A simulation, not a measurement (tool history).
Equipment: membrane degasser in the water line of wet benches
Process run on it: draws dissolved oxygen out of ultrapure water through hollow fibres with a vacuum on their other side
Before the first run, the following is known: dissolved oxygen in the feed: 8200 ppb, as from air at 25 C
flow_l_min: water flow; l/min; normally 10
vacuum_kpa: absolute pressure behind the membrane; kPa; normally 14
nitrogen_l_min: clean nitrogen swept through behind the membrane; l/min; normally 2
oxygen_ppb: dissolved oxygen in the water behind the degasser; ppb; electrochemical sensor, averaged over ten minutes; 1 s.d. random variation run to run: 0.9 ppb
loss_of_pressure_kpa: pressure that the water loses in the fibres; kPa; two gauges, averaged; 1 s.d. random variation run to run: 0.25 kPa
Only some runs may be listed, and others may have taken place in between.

run 1 hour=0 | flow_l_min=10 vacuum_kpa=14 nitrogen_l_min=2 | oxygen_ppb=138.4 loss_of_pressure_kpa=64.41
run 2 hour=52.3 | flow_l_min=10 vacuum_kpa=14 nitrogen_l_min=2 | oxygen_ppb=136.6 loss_of_pressure_kpa=64.61
run 3 hour=83.4 | flow_l_min=10 vacuum_kpa=14 nitrogen_l_min=2 | oxygen_ppb=137.4 loss_of_pressure_kpa=64.86
run 4 hour=126.3 | flow_l_min=10 vacuum_kpa=14 nitrogen_l_min=2 | oxygen_ppb=139.5 loss_of_pressure_kpa=64.54
run 5 hour=155 | flow_l_min=10 vacuum_kpa=14 nitrogen_l_min=2 | oxygen_ppb=137.7 loss_of_pressure_kpa=64.85
run 6 hour=203.4 | flow_l_min=10 vacuum_kpa=14 nitrogen_l_min=1.06 | oxygen_ppb=246 loss_of_pressure_kpa=64.7
run 7 hour=245 | flow_l_min=10 vacuum_kpa=14 nitrogen_l_min=1.06 | oxygen_ppb=247.6 loss_of_pressure_kpa=64.68
run 8 hour=270.1 | flow_l_min=10 vacuum_kpa=14 nitrogen_l_min=2 | oxygen_ppb=138.5 loss_of_pressure_kpa=64.5
run 9 hour=294.6 | flow_l_min=10 vacuum_kpa=14.6 nitrogen_l_min=2 | oxygen_ppb=145.5 loss_of_pressure_kpa=64.62
run 10 hour=350.4 | flow_l_min=10 vacuum_kpa=14.6 nitrogen_l_min=2 | oxygen_ppb=145.7 loss_of_pressure_kpa=64.66
run 11 hour=387.3 | flow_l_min=10 vacuum_kpa=14.6 nitrogen_l_min=2 | oxygen_ppb=144 loss_of_pressure_kpa=64.69
run 12 hour=433.1 | flow_l_min=10 vacuum_kpa=14 nitrogen_l_min=3.59 | oxygen_ppb=82.6 loss_of_pressure_kpa=64.61
run 13 hour=462.5 | flow_l_min=10 vacuum_kpa=14 nitrogen_l_min=2 | oxygen_ppb=139.6 loss_of_pressure_kpa=64.58
run 14 hour=507 | flow_l_min=7 vacuum_kpa=14 nitrogen_l_min=2 | oxygen_ppb=95 loss_of_pressure_kpa=45.64
run 15 hour=555.3 | flow_l_min=7 vacuum_kpa=24.1 nitrogen_l_min=2 | oxygen_ppb=181.9 loss_of_pressure_kpa=45.34
run 16 hour=595.6 | flow_l_min=7 vacuum_kpa=24.1 nitrogen_l_min=2 | oxygen_ppb=181.7 loss_of_pressure_kpa=45.38
run 17 hour=629.7 | flow_l_min=10 vacuum_kpa=14 nitrogen_l_min=2 | oxygen_ppb=138.9 loss_of_pressure_kpa=64.86
run 18 hour=655.2 | flow_l_min=6 vacuum_kpa=14 nitrogen_l_min=4.15 | oxygen_ppb=40.6 loss_of_pressure_kpa=38.83
run 19 hour=680.2 | flow_l_min=6 vacuum_kpa=14 nitrogen_l_min=4.15 | oxygen_ppb=41 loss_of_pressure_kpa=38.72
run 20 hour=723.7 | flow_l_min=7 vacuum_kpa=12.3 nitrogen_l_min=4.88 | oxygen_ppb=34.2 loss_of_pressure_kpa=45.19
run 21 hour=776.7 | flow_l_min=7 vacuum_kpa=12.3 nitrogen_l_min=4.88 | oxygen_ppb=34.3 loss_of_pressure_kpa=45.39
run 22 hour=828.1 | flow_l_min=9 vacuum_kpa=14 nitrogen_l_min=2 | oxygen_ppb=124.1 loss_of_pressure_kpa=57.99
run 23 hour=856.4 | flow_l_min=8 vacuum_kpa=10.9 nitrogen_l_min=2 | oxygen_ppb=79 loss_of_pressure_kpa=51.8
run 24 hour=911.5 | flow_l_min=7 vacuum_kpa=21.5 nitrogen_l_min=2.66 | oxygen_ppb=120.6 loss_of_pressure_kpa=45.26
run 25 hour=960 | flow_l_min=6 vacuum_kpa=33.2 nitrogen_l_min=1.52 | oxygen_ppb=291.6 loss_of_pressure_kpa=38.82
run 26 hour=996 | flow_l_min=6 vacuum_kpa=33.2 nitrogen_l_min=1.52 | oxygen_ppb=292.8 loss_of_pressure_kpa=38.62
run 27 hour=1029 | flow_l_min=15 vacuum_kpa=24.3 nitrogen_l_min=1.91 | oxygen_ppb=421.8 loss_of_pressure_kpa=96.9
run 28 hour=1071.3 | flow_l_min=12 vacuum_kpa=23.9 nitrogen_l_min=1.37 | oxygen_ppb=432.3 loss_of_pressure_kpa=77.69
run 29 hour=1107.2 | flow_l_min=12 vacuum_kpa=23.9 nitrogen_l_min=1.01 | oxygen_ppb=557.9 loss_of_pressure_kpa=78.23
run 30 hour=1165.1 | flow_l_min=7 vacuum_kpa=24.8 nitrogen_l_min=1.01 | oxygen_ppb=351.6 loss_of_pressure_kpa=45.31
run 31 hour=1219.3 | flow_l_min=12 vacuum_kpa=12.5 nitrogen_l_min=1.01 | oxygen_ppb=274.6 loss_of_pressure_kpa=77.82
run 32 hour=1250.6 | flow_l_min=12 vacuum_kpa=12.5 nitrogen_l_min=1.01 | oxygen_ppb=273.6 loss_of_pressure_kpa=78.2
run 33 hour=1284.4 | flow_l_min=9 vacuum_kpa=12.5 nitrogen_l_min=2.81 | oxygen_ppb=78.9 loss_of_pressure_kpa=58.76

Predict each of these 4 candidate next runs independently; none follows another, all start after run 33:
run A hour=1316.1 | flow_l_min=7 vacuum_kpa=15.4 nitrogen_l_min=1.04 | oxygen_ppb=? loss_of_pressure_kpa=?
run B hour=1316.1 | flow_l_min=11 vacuum_kpa=17.1 nitrogen_l_min=3.53 | oxygen_ppb=? loss_of_pressure_kpa=?
run C hour=1316.1 | flow_l_min=9 vacuum_kpa=14.8 nitrogen_l_min=4.78 | oxygen_ppb=? loss_of_pressure_kpa=?
run D hour=1316.1 | flow_l_min=8 vacuum_kpa=15.9 nitrogen_l_min=2 | oxygen_ppb=? loss_of_pressure_kpa=?

run=A oxygen_ppb=201.2 loss_of_pressure_kpa=45.24
run=B oxygen_ppb=118.3 loss_of_pressure_kpa=71.81
run=C oxygen_ppb=59.1 loss_of_pressure_kpa=58.52
run=D oxygen_ppb=129.6 loss_of_pressure_kpa=51.86
Stripped of hidden state, with their random variation kept, the same runs would have yielded:
run=A oxygen_ppb=195.8 loss_of_pressure_kpa=45.01
run=B oxygen_ppb=115.7 loss_of_pressure_kpa=71.46
run=C oxygen_ppb=57.5 loss_of_pressure_kpa=58.23
run=D oxygen_ppb=126.2 loss_of_pressure_kpa=51.61

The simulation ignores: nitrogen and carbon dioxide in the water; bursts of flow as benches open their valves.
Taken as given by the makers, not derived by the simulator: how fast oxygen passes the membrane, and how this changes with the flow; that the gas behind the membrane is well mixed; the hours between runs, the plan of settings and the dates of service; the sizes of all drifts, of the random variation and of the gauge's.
